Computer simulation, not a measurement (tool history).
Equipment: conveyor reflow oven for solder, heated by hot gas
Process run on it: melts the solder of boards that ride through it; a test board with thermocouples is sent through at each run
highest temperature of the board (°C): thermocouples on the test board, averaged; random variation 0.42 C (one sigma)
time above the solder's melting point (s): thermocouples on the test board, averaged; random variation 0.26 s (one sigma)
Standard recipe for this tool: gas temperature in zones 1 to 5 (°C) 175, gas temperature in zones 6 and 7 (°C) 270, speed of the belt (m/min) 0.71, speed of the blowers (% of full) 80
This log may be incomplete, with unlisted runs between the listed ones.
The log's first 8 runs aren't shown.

run     day  gas temperature in zones 1 to 5 (°C)  gas temperature in zones 6 and 7 (°C)  speed of the belt (m/min)  speed of the blowers (% of full)  hours of work since the flux was cleaned out  hours of work since the belt drive was overhauled  hours of work since the thermocouples were changed  highest temperature of the board (°C)  time above the solder's melting point (s)
  9   2.629                                   161                                    270                       0.71                                80                                           175                                                733                                                 338                                  250.3                                       40.3
 10   2.842                                   161                                    270                      0.628                                80                                           178                                                737                                                 342                                  254.9                                       49.7
 11   3.171                                   161                                    270                      0.628                                80                                           184                                                742                                                 348                                  255.5                                       49.2
 12   3.488                                   175                                    270                       0.71                                80                                           189                                                748                                                 353                                  253.7                                       45.4
 13   3.904                                   175                                    270                       0.71                                80                                           196                                                755                                                 360                                  253.2                                       45.6
 14   4.312                                   175                                    270                       0.71                                80                                           203                                                762                                                 367                                    254                                       45.9
 15   4.754                                   175                                    270                       0.71                                80                                           211                                                769                                                 374                                  254.1                                       45.5
 16   4.983                                   175                                    270                       0.71                                80                                           214                                                773                                                 378                                    253                                       45.9
      5.171  -- belt drive overhauled, speed set with a stopwatch
 17   5.529                                   175                                    279                       0.71                                79                                           221                                                  6                                                 385                                  261.6                                       49.8
 18   5.825                                   173                                    282                      0.746                                63                                           226                                                 11                                                 390                                  258.9                                       44.5
 19   6.183                                   161                                    282                      0.746                                63                                           232                                                 17                                                 396                                  255.4                                       40.6
 20   6.571                                   176                                    283                       0.71                                59                                           239                                                 24                                                 402                                  261.6                                       49.1
      6.862  -- belt drive overhauled, speed set with a stopwatch, once more
 21   6.983                                   176                                    283                       0.71                                59                                           243                                                  2                                                 407                                  260.1                                         48
 22   7.204                                   185                                    270                      0.578                                80                                           246                                                  6                                                 410                                  261.2                                       64.2
 23   7.592                                   175                                    261                       0.66                                80                                           253                                                 12                                                 417                                  247.3                                       45.3
 24   7.979                                   189                                    278                       0.66                                80                                           260                                                 19                                                 423                                  264.5                                         59
 25   8.388                                   189                                    278                       0.66                                80                                           267                                                 26                                                 430                                  264.5                                       58.6
 26   8.688                                   175                                    278                       0.66                                52                                           272                                                 31                                                 436                                  257.2                                       50.6
 27   8.958                                   175                                    278                       0.66                                52                                           276                                                 36                                                 440                                  256.9                                       50.1
 28   9.179                                   174                                    270                       0.71                                80                                           280                                                 39                                                 444                                    253                                       44.3
 29   9.592                                   162                                    278                      0.742                                64                                           287                                                 46                                                 451                                  251.5                                       38.1
 30   9.838                                   162                                    278                      0.742                                64                                           291                                                 50                                                 455                                  251.9                                       38.1
 31  10.042                                   162                                    278                      0.742                                64                                           295                                                 54                                                 459                                  252.6                                       38.6
 32  10.492                                   186                                    268                      0.708                                80                                           302                                                 62                                                 466                                  253.4                                       48.2

Here are 3 independent what-if runs from the current tool condition. What would each one return?
  A  10.767                                   176                                    279                      0.708                                66                                           307                                                 66                                                 471                                      ?                                          ?
  B  10.767                                   167                                    280                      0.659                                80                                           307                                                 66                                                 471                                      ?                                          ?
  C  10.767                                   175                                    270                      0.607                                80                                           307                                                 66                                                 471                                      ?                                          ?

run  highest temperature of the board (°C)  time above the solder's melting point (s)
  A                                  258.7                                         47
  B                                    263                                         51
  C                                  257.8                                       56.2
Take away the tool's hidden state, keep each run's random variation, and the runs would have read:
run  highest temperature of the board (°C)  time above the solder's melting point (s)
  A                                  260.7                                       48.2
  B                                  265.1                                       52.2
  C                                  259.2                                       57.3

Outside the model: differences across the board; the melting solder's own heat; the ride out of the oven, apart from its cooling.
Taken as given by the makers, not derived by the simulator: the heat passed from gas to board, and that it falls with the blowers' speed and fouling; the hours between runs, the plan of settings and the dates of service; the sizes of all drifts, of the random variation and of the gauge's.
